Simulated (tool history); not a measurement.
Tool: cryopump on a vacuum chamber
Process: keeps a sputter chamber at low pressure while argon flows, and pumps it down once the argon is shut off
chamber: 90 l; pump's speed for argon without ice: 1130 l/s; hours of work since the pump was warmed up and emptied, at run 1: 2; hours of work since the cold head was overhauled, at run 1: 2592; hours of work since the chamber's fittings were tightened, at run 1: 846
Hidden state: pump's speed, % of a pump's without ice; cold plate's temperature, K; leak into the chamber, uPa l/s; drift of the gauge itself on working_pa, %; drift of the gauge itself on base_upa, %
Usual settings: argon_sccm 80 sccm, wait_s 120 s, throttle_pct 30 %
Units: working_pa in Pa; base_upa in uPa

run    hour  argon_sccm  wait_s  throttle_pct  hours of work since the pump was warmed up and emptied  hours of work since the cold head was overhauled  hours of work since the chamber's fittings were tightened  working_pa  base_upa
  1       0          80     120            30                                                       2                                              2592                                                        846      0.4019      2.25
  2    52.2          80     120            30                                                      40                                              2629                                                        883      0.4052      2.29
  3   119.2          80     120            30                                                      88                                              2678                                                        931      0.4019      2.39
  4   171.7          80     120            30                                                     125                                              2715                                                        969      0.4057      2.39
  5   253.8          80     273            30                                                     184                                              2774                                                       1028      0.4079      1.97
  6   293.5          80     273            30                                                     213                                              2803                                                       1056      0.4104      2.06
  7   385.5          80     142            30                                                     279                                              2869                                                       1122      0.4112      2.57
  8   438.2          80     142            30                                                     317                                              2907                                                       1160      0.4149      2.66
  9   532.6          80     120            30                                                     385                                              2974                                                       1228       0.418      3.02
 10     622          80     120            30                                                     449                                              3039                                                       1292      0.4209      3.11
 11   708.8          80     120            30                                                     511                                              3101                                                       1354      0.4248      3.25
 12   785.5          80     120            30                                                     566                                              3156                                                       1409      0.4267      3.33
 13   875.1          80     120            30                                                     630                                              3220                                                       1474      0.4352      3.59
 14   968.8          80     120            30                                                     698                                              3288                                                       1541      0.4345      3.58
 15  1018.5          80      29            30                                                     733                                              3323                                                       1577      0.4405      6.63
 16  1073.2          80     266            30                                                     773                                              3362                                                       1616      0.4433      3.39
     1129.7  -- pump warmed up, emptied and cooled again
 17  1144.7         107      62            40                                                      11                                              3410                                                       1664      0.4063      3.99
 18  1201.1         107      62            40                                                      51                                              3451                                                       1704      0.4068      4.07
 19  1274.9          78      62            37                                                     104                                              3504                                                       1757      0.3229      4.24
 20  1362.2          65     268            21                                                     167                                              3566                                                       1820      0.4724      2.96
 21  1444.4          81      24            30                                                     226                                              3625                                                       1879      0.4148      7.44

Run 22 comes next. What will it give?
 22  1536.5          41      27            46                                                     292                                              3691                                                       1945           ?         ?

Run 22 gave working_pa 0.1407 Pa, base_upa 6.97 uPa.
Without the tool's hidden state the same run would have given working_pa 0.1327 Pa, base_upa 4.32 uPa.

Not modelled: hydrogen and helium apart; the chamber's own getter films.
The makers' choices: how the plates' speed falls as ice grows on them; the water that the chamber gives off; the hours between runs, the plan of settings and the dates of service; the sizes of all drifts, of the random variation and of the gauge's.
